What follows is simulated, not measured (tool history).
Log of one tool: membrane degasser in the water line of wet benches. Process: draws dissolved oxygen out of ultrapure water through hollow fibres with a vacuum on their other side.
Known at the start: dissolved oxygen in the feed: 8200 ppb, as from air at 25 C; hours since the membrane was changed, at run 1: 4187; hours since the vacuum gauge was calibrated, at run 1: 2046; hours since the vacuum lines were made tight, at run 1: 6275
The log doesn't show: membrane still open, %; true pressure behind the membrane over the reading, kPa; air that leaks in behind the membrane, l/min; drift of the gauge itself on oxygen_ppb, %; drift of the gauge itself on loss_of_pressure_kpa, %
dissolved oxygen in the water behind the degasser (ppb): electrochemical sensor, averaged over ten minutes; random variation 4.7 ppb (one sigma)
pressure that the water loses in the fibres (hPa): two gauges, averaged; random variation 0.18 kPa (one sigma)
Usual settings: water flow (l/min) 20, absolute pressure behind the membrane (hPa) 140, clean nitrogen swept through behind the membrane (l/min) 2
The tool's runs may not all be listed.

run,hour,water flow (l/min),absolute pressure behind the membrane (hPa),clean nitrogen swept through behind the membrane (l/min),hours since the membrane was changed,hours since the vacuum gauge was calibrated,hours since the vacuum lines were made tight,dissolved oxygen in the water behind the degasser (ppb),pressure that the water loses in the fibres (hPa)
1,0,20,140,2,4187,2046,6275,486.5,346.1
2,81.4,20,140,2,4268,2127,6357,493.1,349
3,215.3,20,140,2,4402,2261,6491,499.5,348.9
4,304.4,20,140,2,4491,2350,6580,485.2,345.9
5,432.9,20,140,2,4619,2479,6708,488.7,348.2
6,538.5,20,110,2,4725,2584,6814,436,350.2
7,672,20,140,5.72,4858,2718,6947,351.2,348
8,797.6,20,118,2,4984,2843,7073,443.7,347.1
9,855.8,20,118,2,5042,2902,7131,453.7,349.8
10,963.4,20,140,2,5150,3009,7239,497.8,348.9
11,1086.1,17,140,2,5273,3132,7361,376,299.4
12,1164.3,20,98,2,5351,3210,7440,422.1,351.9
13,1278.6,20,98,2,5465,3324,7554,413.8,352.5
14,1410.4,20,98,2,5597,3456,7686,421.5,349.3
15,1534.3,20,131,3.71,5721,3580,7810,394.4,352.3
16,1660.3,20,131,3.71,5847,3706,7936,393.7,349.2
17,1773.1,20,110,2.61,5960,3819,8048,408.7,349.1
18,1830.2,20,110,2.61,6017,3876,8106,405.5,354.6
19,1953.3,22,222,2.95,6140,3999,8229,650.5,389
20,2085.9,27,222,1.58,6272,4132,8361,1141.9,476.2
# hour 2108.3: seals of the vacuum lines changed
21,2187,20,119,3.8,6372,4231,79,377,354.3
22,2310.1,30,140,2.03,6495,4354,202,972.3,531.3
23,2411.5,31,89,4.98,6596,4455,303,779.3,547.9
24,2481,31,89,4.98,6666,4525,373,785.7,549.4
25,2621.9,31,89,4.98,6806,4666,514,792,552.2
26,2717.6,14,263,2,6902,4761,609,471.6,245.6
27,2788.7,14,263,2,6973,4832,680,455.2,250

5 ways to go on from here, each from the tool as it stands after run 27. What would each give?
A,2916.6,14,263,3.1,7101,4960,808,?,?
B,2916.6,20,140,4.52,7101,4960,808,?,?
C,2916.6,16,128,2.81,7101,4960,808,?,?
D,2916.6,15,190,3.3,7101,4960,808,?,?
E,2916.6,16,139,1.14,7101,4960,808,?,?

run,dissolved oxygen in the water behind the degasser (ppb),pressure that the water loses in the fibres (hPa)
A,342.6,246.9
B,384.4,356.5
C,284.2,286.7
D,289.1,266
E,476.5,284
Without the tool's hidden state the same runs would have given:
run,dissolved oxygen in the water behind the degasser (ppb),pressure that the water loses in the fibres (hPa)
A,321.6,234.6
B,339.3,338.8
C,254.2,272.6
D,264.4,252.8
E,446.1,269.8
